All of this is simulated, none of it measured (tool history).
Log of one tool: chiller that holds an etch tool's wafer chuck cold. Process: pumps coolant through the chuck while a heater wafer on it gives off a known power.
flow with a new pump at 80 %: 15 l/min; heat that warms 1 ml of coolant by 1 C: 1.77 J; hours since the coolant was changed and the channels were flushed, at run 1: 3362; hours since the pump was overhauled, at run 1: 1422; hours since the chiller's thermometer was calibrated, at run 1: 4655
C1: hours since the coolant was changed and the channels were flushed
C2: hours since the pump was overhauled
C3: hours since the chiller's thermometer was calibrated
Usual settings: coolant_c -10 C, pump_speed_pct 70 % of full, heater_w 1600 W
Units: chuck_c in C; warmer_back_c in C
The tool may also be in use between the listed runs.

run 1 hour=0.0 | coolant_c=-10 pump_speed_pct=70 heater_w=1600 | C1=3362 C2=1422 C3=4655 | chuck_c=12.5 warmer_back_c=4.34
run 2 hour=72.6 | coolant_c=-10 pump_speed_pct=70 heater_w=1600 | C1=3435 C2=1495 C3=4728 | chuck_c=12.4 warmer_back_c=4.25
run 3 hour=113.8 | coolant_c=-10 pump_speed_pct=70 heater_w=1600 | C1=3476 C2=1536 C3=4769 | chuck_c=12.6 warmer_back_c=4.32
run 4 hour=165.5 | coolant_c=-10 pump_speed_pct=65 heater_w=1600 | C1=3528 C2=1588 C3=4821 | chuck_c=14.5 warmer_back_c=4.61
run 5 hour=214.4 | coolant_c=-10 pump_speed_pct=65 heater_w=1600 | C1=3577 C2=1637 C3=4870 | chuck_c=14.4 warmer_back_c=4.68
run 6 hour=254.1 | coolant_c=-10 pump_speed_pct=70 heater_w=2360 | C1=3616 C2=1676 C3=4910 | chuck_c=23.6 warmer_back_c=6.28
run 7 hour=301.7 | coolant_c=-10 pump_speed_pct=70 heater_w=2360 | C1=3664 C2=1724 C3=4957 | chuck_c=23.7 warmer_back_c=6.37
run 8 hour=361.8 | coolant_c=-10 pump_speed_pct=70 heater_w=2360 | C1=3724 C2=1784 C3=5017 | chuck_c=23.8 warmer_back_c=6.43
run 9 hour=450.1 | coolant_c=-10 pump_speed_pct=70 heater_w=2360 | C1=3812 C2=1872 C3=5105 | chuck_c=24.0 warmer_back_c=6.33
run 10 hour=493.0 | coolant_c=-10 pump_speed_pct=70 heater_w=2360 | C1=3855 C2=1915 C3=5148 | chuck_c=23.9 warmer_back_c=6.40
run 11 hour=535.7 | coolant_c=-10 pump_speed_pct=70 heater_w=2360 | C1=3898 C2=1958 C3=5191 | chuck_c=24.2 warmer_back_c=6.36
run 12 hour=590.4 | coolant_c=-10 pump_speed_pct=70 heater_w=816 | C1=3952 C2=2013 C3=5246 | chuck_c=1.5 warmer_back_c=2.20
run 13 hour=647.5 | coolant_c=-10 pump_speed_pct=70 heater_w=816 | C1=4010 C2=2070 C3=5303 | chuck_c=1.3 warmer_back_c=2.24
-- hour=684.6 chiller's thermometer calibrated
run 14 hour=715.8 | coolant_c=-10 pump_speed_pct=70 heater_w=1600 | C1=4077 C2=2137 C3=31 | chuck_c=13.0 warmer_back_c=4.33
run 15 hour=780.9 | coolant_c=-10 pump_speed_pct=70 heater_w=1600 | C1=4142 C2=2202 C3=96 | chuck_c=12.9 warmer_back_c=4.29
run 16 hour=820.7 | coolant_c=-10 pump_speed_pct=70 heater_w=1136 | C1=4182 C2=2242 C3=136 | chuck_c=6.2 warmer_back_c=3.04
run 17 hour=883.7 | coolant_c=-13 pump_speed_pct=68 heater_w=1136 | C1=4245 C2=2305 C3=199 | chuck_c=3.7 warmer_back_c=3.17
run 18 hour=976.2 | coolant_c=-10 pump_speed_pct=84 heater_w=1600 | C1=4337 C2=2397 C3=292 | chuck_c=9.3 warmer_back_c=3.58
-- hour=1008.6 chiller's thermometer calibrated, once more
run 19 hour=1032.9 | coolant_c=-6 pump_speed_pct=61 heater_w=1689 | C1=4393 C2=2453 C3=24 | chuck_c=22.7 warmer_back_c=5.42
run 20 hour=1107.6 | coolant_c=-10 pump_speed_pct=81 heater_w=2360 | C1=4468 C2=2528 C3=99 | chuck_c=20.4 warmer_back_c=5.48
run 21 hour=1157.2 | coolant_c=-16 pump_speed_pct=77 heater_w=1951 | C1=4517 C2=2577 C3=149 | chuck_c=10.5 warmer_back_c=4.78
run 22 hour=1229.6 | coolant_c=-10 pump_speed_pct=80 heater_w=924 | C1=4590 C2=2650 C3=221 | chuck_c=2.0 warmer_back_c=2.13
run 23 hour=1305.9 | coolant_c=-10 pump_speed_pct=80 heater_w=1940 | C1=4666 C2=2726 C3=297 | chuck_c=15.5 warmer_back_c=4.55
run 24 hour=1354.5 | coolant_c=-19 pump_speed_pct=94 heater_w=2316 | C1=4715 C2=2775 C3=346 | chuck_c=7.1 warmer_back_c=4.53
run 25 hour=1443.7 | coolant_c=-20 pump_speed_pct=70 heater_w=1388 | C1=4804 C2=2864 C3=435 | chuck_c=0.9 warmer_back_c=3.77
run 26 hour=1507.7 | coolant_c=-1 pump_speed_pct=70 heater_w=1344 | C1=4868 C2=2928 C3=499 | chuck_c=19.2 warmer_back_c=3.67
run 27 hour=1558.8 | coolant_c=-1 pump_speed_pct=70 heater_w=1344 | C1=4919 C2=2979 C3=550 | chuck_c=19.4 warmer_back_c=3.73
run 28 hour=1618.7 | coolant_c=-2 pump_speed_pct=90 heater_w=907 | C1=4979 C2=3039 C3=610 | chuck_c=8.6 warmer_back_c=1.84
run 29 hour=1666.4 | coolant_c=-2 pump_speed_pct=90 heater_w=907 | C1=5026 C2=3087 C3=658 | chuck_c=8.7 warmer_back_c=1.85
run 30 hour=1754.6 | coolant_c=-17 pump_speed_pct=100 heater_w=1600 | C1=5115 C2=3175 C3=746 | chuck_c=0.1 warmer_back_c=2.96
run 31 hour=1804.4 | coolant_c=-5 pump_speed_pct=70 heater_w=2369 | C1=5165 C2=3225 C3=796 | chuck_c=31.4 warmer_back_c=6.54

The same runs without the tool's hidden state, with the same run-to-run variation:
The hidden state here: heat passed by the chuck's channels, % of clean ones'; flow at a given pump speed, % of a new pump's; coolant's true temperature over the reading, C; drift of the gauge itself on chuck_c, C; drift of the gauge itself on warmer_back_c, C.
run=1 chuck_c=10.6 warmer_back_c=4.24
run=2 chuck_c=10.4 warmer_back_c=4.14
run=3 chuck_c=10.7 warmer_back_c=4.21
run=4 chuck_c=12.3 warmer_back_c=4.49
run=5 chuck_c=12.2 warmer_back_c=4.56
run=6 chuck_c=20.3 warmer_back_c=6.11
run=7 chuck_c=20.4 warmer_back_c=6.20
run=8 chuck_c=20.4 warmer_back_c=6.25
run=9 chuck_c=20.5 warmer_back_c=6.14
run=10 chuck_c=20.4 warmer_back_c=6.21
run=11 chuck_c=20.6 warmer_back_c=6.17
run=12 chuck_c=0.6 warmer_back_c=2.13
run=13 chuck_c=0.4 warmer_back_c=2.17
run=14 chuck_c=10.6 warmer_back_c=4.19
run=15 chuck_c=10.4 warmer_back_c=4.15
run=16 chuck_c=4.6 warmer_back_c=2.94
run=17 chuck_c=2.0 warmer_back_c=3.06
run=18 chuck_c=7.2 warmer_back_c=3.45
run=19 chuck_c=18.9 warmer_back_c=5.22
run=20 chuck_c=16.3 warmer_back_c=5.28
run=21 chuck_c=6.8 warmer_back_c=4.60
run=22 chuck_c=0.4 warmer_back_c=2.05
run=23 chuck_c=11.9 warmer_back_c=4.37
run=24 chuck_c=3.3 warmer_back_c=4.35
run=25 chuck_c=-2.1 warmer_back_c=3.61
run=26 chuck_c=16.2 warmer_back_c=3.52
run=27 chuck_c=16.4 warmer_back_c=3.57
run=28 chuck_c=7.1 warmer_back_c=1.76
run=29 chuck_c=7.1 warmer_back_c=1.77
run=30 chuck_c=-2.5 warmer_back_c=2.82
run=31 chuck_c=25.7 warmer_back_c=6.24
